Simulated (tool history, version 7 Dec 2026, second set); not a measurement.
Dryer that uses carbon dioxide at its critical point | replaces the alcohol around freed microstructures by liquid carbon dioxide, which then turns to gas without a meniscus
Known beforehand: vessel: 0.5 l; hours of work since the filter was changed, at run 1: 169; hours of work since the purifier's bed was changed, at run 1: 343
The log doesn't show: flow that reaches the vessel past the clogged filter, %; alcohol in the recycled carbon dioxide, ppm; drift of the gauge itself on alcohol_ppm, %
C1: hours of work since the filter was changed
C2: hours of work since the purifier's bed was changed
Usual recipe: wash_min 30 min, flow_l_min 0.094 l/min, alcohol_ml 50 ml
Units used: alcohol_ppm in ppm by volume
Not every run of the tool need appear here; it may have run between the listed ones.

Run 1, hour 0: usual settings; C1 169; C2 343. Result: alcohol_ppm 1857 ppm by volume.
At hour 7.4: inlet filter changed.
Run 2, hour 21: usual settings; C1 5; C2 350. Result: alcohol_ppm 1217 ppm by volume.
Run 3, hour 40.1: usual settings; C1 13; C2 358. Result: alcohol_ppm 1256 ppm by volume.
Run 4, hour 57.2: usual settings; C1 20; C2 365. Result: alcohol_ppm 1253 ppm by volume.
Run 5, hour 71: usual settings; C1 25; C2 370. Result: alcohol_ppm 1276 ppm by volume.
Run 6, hour 89.1: usual settings; C1 32; C2 377. Result: alcohol_ppm 1310 ppm by volume.
Run 7, hour 98.5: usual settings but alcohol_ml 30 ml; C1 36; C2 381. Result: alcohol_ppm 845 ppm by volume.
Run 8, hour 108.8: usual settings; C1 40; C2 385. Result: alcohol_ppm 1341 ppm by volume.
Run 9, hour 124.3: usual settings but wash_min 29 min; C1 46; C2 391. Result: alcohol_ppm 1509 ppm by volume.
Run 10, hour 143.8: usual settings but wash_min 29 min; C1 54; C2 399. Result: alcohol_ppm 1561 ppm by volume.
Run 11, hour 165.6: usual settings but wash_min 29 min; C1 63; C2 408. Result: alcohol_ppm 1620 ppm by volume.
Run 12, hour 174.8: usual settings but flow_l_min 0.1468 l/min; C1 66; C2 411. Result: alcohol_ppm 216 ppm by volume.
Run 13, hour 190.7: usual settings but alcohol_ml 28 ml; C1 73; C2 418. Result: alcohol_ppm 870 ppm by volume.
Run 14, hour 202.2: usual settings but alcohol_ml 28 ml; C1 77; C2 422. Result: alcohol_ppm 871 ppm by volume.
Run 15, hour 213.1: usual settings; C1 81; C2 427. Result: alcohol_ppm 1477 ppm by volume.
Run 16, hour 223.4: usual settings; C1 86; C2 431. Result: alcohol_ppm 1477 ppm by volume.
Run 17, hour 242.6: usual settings; C1 93; C2 438. Result: alcohol_ppm 1524 ppm by volume.
Run 18, hour 263.5: usual settings but wash_min 34 min; C1 101; C2 446. Result: alcohol_ppm 949 ppm by volume.
Run 19, hour 284.2: usual settings but wash_min 19 min; C1 110; C2 455. Result: alcohol_ppm 6858 ppm by volume.
Run 20, hour 300.6: usual settings; C1 116; C2 461. Result: alcohol_ppm 1598 ppm by volume.
Run 21, hour 322.5: usual settings but alcohol_ml 37 ml; C1 125; C2 470. Result: alcohol_ppm 1259 ppm by volume.
Run 22, hour 343.4: usual settings but alcohol_ml 37 ml; C1 133; C2 478. Result: alcohol_ppm 1329 ppm by volume.
Run 23, hour 360: usual settings but alcohol_ml 37 ml; C1 140; C2 485. Result: alcohol_ppm 1337 ppm by volume.
Run 24, hour 378.2: usual settings but alcohol_ml 37 ml; C1 147; C2 492. Result: alcohol_ppm 1383 ppm by volume.
Run 25, hour 398.6: usual settings but wash_min 26 min, flow_l_min 0.1505 l/min, alcohol_ml 119 ml; C1 155; C2 500. Result: alcohol_ppm 859 ppm by volume.
Run 26, hour 420: usual settings but wash_min 26 min, flow_l_min 0.1505 l/min, alcohol_ml 119 ml; C1 163; C2 508. Result: alcohol_ppm 840 ppm by volume.
Run 27, hour 438: usual settings but flow_l_min 0.117 l/min, alcohol_ml 29 ml; C1 170; C2 516. Result: alcohol_ppm 503 ppm by volume.
At hour 442.4: inlet filter changed.
Run 28, hour 457.2: usual settings but flow_l_min 0.117 l/min, alcohol_ml 29 ml; C1 6; C2 523. Result: alcohol_ppm 342 ppm by volume.
Run 29, hour 477.5: usual settings but flow_l_min 0.1284 l/min, alcohol_ml 23 ml; C1 14; C2 531. Result: alcohol_ppm 232 ppm by volume.
Run 30, hour 488.6: usual settings but wash_min 25 min, flow_l_min 0.075 l/min; C1 18; C2 535. Result: alcohol_ppm 5378 ppm by volume.
Run 31, hour 504.3: usual settings but wash_min 39 min, flow_l_min 0.1147 l/min, alcohol_ml 25 ml; C1 25; C2 541. Result: alcohol_ppm 182 ppm by volume.
Run 32, hour 517: usual settings but alcohol_ml 37 ml; C1 30; C2 546. Result: alcohol_ppm 1000 ppm by volume.
Run 33, hour 527.6: usual settings but alcohol_ml 37 ml; C1 34; C2 551. Result: alcohol_ppm 1013 ppm by volume.
Run 34, hour 545.2: usual settings but alcohol_ml 37 ml; C1 41; C2 558. Result: alcohol_ppm 1050 ppm by volume.
Run 35, hour 565.5: usual settings but flow_l_min 0.0758 l/min, alcohol_ml 37 ml; C1 49; C2 566. Result: alcohol_ppm 2435 ppm by volume.
Run 36, hour 579.1: usual settings but flow_l_min 0.1204 l/min, alcohol_ml 24 ml; C1 54; C2 571. Result: alcohol_ppm 311 ppm by volume.
Run 37, hour 600.7: usual settings but wash_min 48 min, flow_l_min 0.1292 l/min, alcohol_ml 85 ml; C1 63; C2 580. Result: alcohol_ppm 177 ppm by volume.
Run 38, hour 622.9: usual settings but wash_min 48 min, flow_l_min 0.1292 l/min, alcohol_ml 85 ml; C1 71; C2 588. Result: alcohol_ppm 170 ppm by volume.
Run 39, hour 639.6: usual settings but wash_min 48 min, flow_l_min 0.1548 l/min, alcohol_ml 21 ml; C1 78; C2 595. Result: alcohol_ppm 173 ppm by volume.
Run 40, hour 658.4: usual settings but wash_min 45 min, flow_l_min 0.1589 l/min, alcohol_ml 89 ml; C1 86; C2 602. Result: alcohol_ppm 169 ppm by volume.
Run 41, hour 681: usual settings but wash_min 45 min, flow_l_min 0.1589 l/min, alcohol_ml 89 ml; C1 94; C2 611. Result: alcohol_ppm 170 ppm by volume.
Run 42, hour 695.4: usual settings but wash_min 37 min, flow_l_min 0.1272 l/min, alcohol_ml 48 ml; C1 100; C2 617. Result: alcohol_ppm 246 ppm by volume.
Run 43, hour 704.6: usual settings but wash_min 29 min, flow_l_min 0.0658 l/min, alcohol_ml 81 ml; C1 104; C2 621. Result: alcohol_ppm 10050 ppm by volume.
Run 44, hour 719.4: usual settings but wash_min 29 min, flow_l_min 0.0658 l/min, alcohol_ml 81 ml; C1 110; C2 627. Result: alcohol_ppm 10023 ppm by volume.
Run 45, hour 729.6: usual settings but wash_min 29 min, flow_l_min 0.0658 l/min, alcohol_ml 81 ml; C1 114; C2 631. Result: alcohol_ppm 10017 ppm by volume.
Run 46, hour 743.3: usual settings but wash_min 29 min, flow_l_min 0.1495 l/min, alcohol_ml 34 ml; C1 119; C2 636. Result: alcohol_ppm 266 ppm by volume.
Run 47, hour 761.7: usual settings but wash_min 29 min, flow_l_min 0.1495 l/min, alcohol_ml 34 ml; C1 126; C2 643. Result: alcohol_ppm 276 ppm by volume.

How would selected steps in alcohol_ppm from run to run divide? Give the signed amount a tool lacking its hidden state would still show from settings, what came in and random variation, and the signed amount left for the hidden state, including any gauge scatter that is not in both of the compared results.
Run 18 -> 19: wash_min 34 -> 19. alcohol_ppm +5909 ppm by volume: hidden state +1033, all else +4876.
Run 42 -> 43: wash_min 37 -> 29, flow_l_min 0.1272 -> 0.0658, alcohol_ml 48 -> 81. alcohol_ppm +9804 ppm by volume: hidden state +1742, all else +8062.
Run 45 -> 46: flow_l_min 0.0658 -> 0.1495, alcohol_ml 81 -> 34. alcohol_ppm -9751 ppm by volume: hidden state -1860, all else -7891.
